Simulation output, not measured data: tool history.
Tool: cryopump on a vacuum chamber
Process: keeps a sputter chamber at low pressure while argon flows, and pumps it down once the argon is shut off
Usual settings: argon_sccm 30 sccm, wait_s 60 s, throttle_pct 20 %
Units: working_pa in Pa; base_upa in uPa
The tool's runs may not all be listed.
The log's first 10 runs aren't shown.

run     day  argon_sccm  wait_s  throttle_pct  working_pa  base_upa
 11   8.871          30      60            20      0.1123      1.59
 12   9.671          30      60            23      0.0975      1.61
 13  10.442          30      60            23      0.0979      1.69
 14  11.400          30      60            23      0.0980      1.65
 15  12.467          30      60            20      0.1115      1.70
 16  13.358          30      60            20      0.1118      1.67
 17  14.312          30      60            20      0.1129      1.69
 18  15.208          32      52            28      0.0855      1.80

Forecast run 19:
 19  16.400          16      31            34           ?         ?

{"run 19": {"working_pa": 0.0357, "base_upa": 2.12}}
Without the tool's hidden state the same run would have given working_pa 0.0351 Pa, base_upa 1.00 uPa.

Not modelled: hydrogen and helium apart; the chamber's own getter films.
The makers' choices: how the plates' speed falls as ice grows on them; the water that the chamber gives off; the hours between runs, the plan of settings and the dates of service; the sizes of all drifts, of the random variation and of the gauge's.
